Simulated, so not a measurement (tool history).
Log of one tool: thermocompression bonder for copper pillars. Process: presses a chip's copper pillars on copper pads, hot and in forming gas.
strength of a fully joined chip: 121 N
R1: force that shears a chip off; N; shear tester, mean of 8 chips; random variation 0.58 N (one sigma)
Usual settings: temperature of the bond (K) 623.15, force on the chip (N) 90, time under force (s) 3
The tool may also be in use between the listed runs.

Run 1, hour 0.0: usual settings. Result: R1 57.8 N.
Run 2, hour 6.4: usual settings. Result: R1 57.7 N.
Run 3, hour 20.2: usual settings. Result: R1 57.9 N.
Run 4, hour 32.3: usual settings but temperature of the bond (K) 613.15. Result: R1 51.7 N.
Run 5, hour 43.1: usual settings but temperature of the bond (K) 613.15. Result: R1 52.5 N.
Run 6, hour 55.5: usual settings. Result: R1 56.6 N.
Run 7, hour 67.5: usual settings. Result: R1 57.5 N.
Run 8, hour 79.6: usual settings but force on the chip (N) 94. Result: R1 58.0 N.
Run 9, hour 85.5: usual settings but force on the chip (N) 94. Result: R1 59.3 N.
Run 10, hour 97.4: usual settings. Result: R1 57.3 N.
Run 11, hour 109.2: usual settings. Result: R1 57.9 N.
Run 12, hour 118.8: usual settings but time under force (s) 2. Result: R1 48.8 N.
Run 13, hour 133.1: usual settings. Result: R1 57.5 N.
Run 14, hour 139.3: usual settings but force on the chip (N) 95. Result: R1 59.4 N.
Run 15, hour 147.3: usual settings but force on the chip (N) 95. Result: R1 59.5 N.
Run 16, hour 157.3: usual settings but force on the chip (N) 95. Result: R1 58.7 N.
Run 17, hour 171.6: usual settings but force on the chip (N) 95. Result: R1 58.1 N.
Run 18, hour 183.6: usual settings but force on the chip (N) 95, time under force (s) 2. Result: R1 50.2 N.
Run 19, hour 192.3: usual settings but force on the chip (N) 95, time under force (s) 2. Result: R1 51.1 N.
Run 20, hour 205.8: usual settings but force on the chip (N) 133, time under force (s) 2. Result: R1 64.8 N.
Run 21, hour 215.7: usual settings but time under force (s) 2. Result: R1 48.4 N.
Run 22, hour 222.8: usual settings but time under force (s) 2. Result: R1 48.2 N.
Run 23, hour 237.0: usual settings but force on the chip (N) 61, time under force (s) 2. Result: R1 36.2 N.
Run 24, hour 246.2: usual settings but force on the chip (N) 61, time under force (s) 2. Result: R1 36.1 N.
Run 25, hour 256.1: usual settings but temperature of the bond (K) 602.15, force on the chip (N) 67, time under force (s) 5. Result: R1 43.9 N.
Run 26, hour 263.2: usual settings but temperature of the bond (K) 602.15, force on the chip (N) 67, time under force (s) 5. Result: R1 44.8 N.
Run 27, hour 275.9: usual settings. Result: R1 57.0 N.
Run 28, hour 286.3: usual settings but temperature of the bond (K) 594.15, force on the chip (N) 63, time under force (s) 4. Result: R1 34.8 N.
Run 29, hour 300.7: usual settings but temperature of the bond (K) 626.15, force on the chip (N) 83. Result: R1 55.4 N.
Run 30, hour 311.4: usual settings but temperature of the bond (K) 621.15, force on the chip (N) 58, time under force (s) 6. Result: R1 52.3 N.
Run 31, hour 323.1: usual settings but temperature of the bond (K) 621.15, force on the chip (N) 58, time under force (s) 6. Result: R1 51.2 N.
Run 32, hour 337.2: usual settings but temperature of the bond (K) 621.15, force on the chip (N) 58, time under force (s) 6. Result: R1 51.8 N.
Run 33, hour 349.3: usual settings but temperature of the bond (K) 621.15, force on the chip (N) 58, time under force (s) 6. Result: R1 52.0 N.
Run 34, hour 359.3: usual settings but temperature of the bond (K) 621.15, force on the chip (N) 78, time under force (s) 5. Result: R1 59.4 N.
At hour 370.8: forming gas filter changed.
Run 35, hour 372.7: usual settings but temperature of the bond (K) 621.15, force on the chip (N) 67, time under force (s) 7. Result: R1 61.3 N.
Run 36, hour 381.9: usual settings but temperature of the bond (K) 628.15, force on the chip (N) 67, time under force (s) 7. Result: R1 66.6 N.
Run 37, hour 395.2: usual settings but temperature of the bond (K) 620.15, force on the chip (N) 105. Result: R1 61.9 N.
Run 38, hour 404.6: usual settings but temperature of the bond (K) 600.15, force on the chip (N) 72. Result: R1 38.4 N.
Run 39, hour 410.8: usual settings but temperature of the bond (K) 627.15, force on the chip (N) 130, time under force (s) 8. Result: R1 94.5 N.

Run 40 comes next. What will it give?
Run 40, hour 422.0: usual settings but temperature of the bond (K) 627.15, force on the chip (N) 130, time under force (s) 8. Result: R1 ?.

R1: 96.9 N
Without the tool's hidden state the same run would have given R1 98.7 N.
